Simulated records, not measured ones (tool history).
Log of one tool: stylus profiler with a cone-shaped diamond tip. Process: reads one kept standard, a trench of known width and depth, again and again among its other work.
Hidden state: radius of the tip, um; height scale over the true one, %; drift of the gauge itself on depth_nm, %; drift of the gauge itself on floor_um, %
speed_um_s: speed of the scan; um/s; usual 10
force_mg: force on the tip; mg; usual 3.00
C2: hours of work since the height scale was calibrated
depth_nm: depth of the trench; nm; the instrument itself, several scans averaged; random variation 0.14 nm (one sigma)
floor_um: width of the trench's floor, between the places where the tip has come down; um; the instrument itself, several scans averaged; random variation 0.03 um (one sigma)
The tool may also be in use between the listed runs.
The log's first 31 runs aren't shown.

run 32 hour=2207.7 | speed_um_s=23 force_mg=1.95 | scans_with_this_tip=14871 C2=1171 | depth_nm=500.25 floor_um=14.12
run 33 hour=2310.9 | speed_um_s=7 force_mg=2.60 | scans_with_this_tip=15755 C2=1241 | depth_nm=500.70 floor_um=14.07
run 34 hour=2389.9 | speed_um_s=7 force_mg=2.60 | scans_with_this_tip=16432 C2=1294 | depth_nm=500.63 floor_um=14.03
-- hour=2397.1 height scale calibrated on a step standard
run 35 hour=2453.5 | speed_um_s=30 force_mg=2.60 | scans_with_this_tip=16973 C2=38 | depth_nm=502.99 floor_um=13.90
run 36 hour=2511.9 | speed_um_s=30 force_mg=2.60 | scans_with_this_tip=17474 C2=78 | depth_nm=502.72 floor_um=13.92
run 37 hour=2577.7 | speed_um_s=10 force_mg=1.99 | scans_with_this_tip=18037 C2=122 | depth_nm=502.21 floor_um=13.86
run 38 hour=2649.7 | speed_um_s=39 force_mg=1.69 | scans_with_this_tip=18655 C2=170 | depth_nm=501.94 floor_um=13.74
run 39 hour=2752.1 | speed_um_s=2 force_mg=1.23 | scans_with_this_tip=19532 C2=240 | depth_nm=501.24 floor_um=13.80
run 40 hour=2800.3 | speed_um_s=37 force_mg=7.41 | scans_with_this_tip=19944 C2=272 | depth_nm=505.75 floor_um=13.71
run 41 hour=2877.4 | speed_um_s=33 force_mg=1.57 | scans_with_this_tip=20605 C2=324 | depth_nm=501.53 floor_um=13.65
run 42 hour=2975.5 | speed_um_s=7 force_mg=4.91 | scans_with_this_tip=21446 C2=390 | depth_nm=503.87 floor_um=13.58
run 43 hour=3027.7 | speed_um_s=7 force_mg=7.83 | scans_with_this_tip=21893 C2=425 | depth_nm=505.50 floor_um=13.60
run 44 hour=3074.7 | speed_um_s=13 force_mg=2.99 | scans_with_this_tip=22296 C2=457 | depth_nm=502.26 floor_um=13.56
run 45 hour=3135.7 | speed_um_s=13 force_mg=2.99 | scans_with_this_tip=22818 C2=498 | depth_nm=502.15 floor_um=13.60
run 46 hour=3230.7 | speed_um_s=35 force_mg=1.63 | scans_with_this_tip=23633 C2=562 | depth_nm=500.93 floor_um=13.35
run 47 hour=3302.4 | speed_um_s=11 force_mg=1.97 | scans_with_this_tip=24247 C2=611 | depth_nm=501.55 floor_um=13.37

3 ways to go on from here, each from the tool as it stands after run 47. What would each give?
run A hour=3353.7 | speed_um_s=15 force_mg=2.89 | scans_with_this_tip=24687 C2=645 | depth_nm=? floor_um=?
run B hour=3353.7 | speed_um_s=33 force_mg=2.87 | scans_with_this_tip=24687 C2=645 | depth_nm=? floor_um=?
run C hour=3353.7 | speed_um_s=12 force_mg=2.20 | scans_with_this_tip=24687 C2=645 | depth_nm=? floor_um=?

run=A depth_nm=501.88 floor_um=13.38
run=B depth_nm=501.81 floor_um=13.30
run=C depth_nm=501.38 floor_um=13.35
Without the tool's hidden state the same runs would have given:
run=A depth_nm=503.36 floor_um=15.60
run=B depth_nm=503.29 floor_um=15.53
run=C depth_nm=502.86 floor_um=15.58
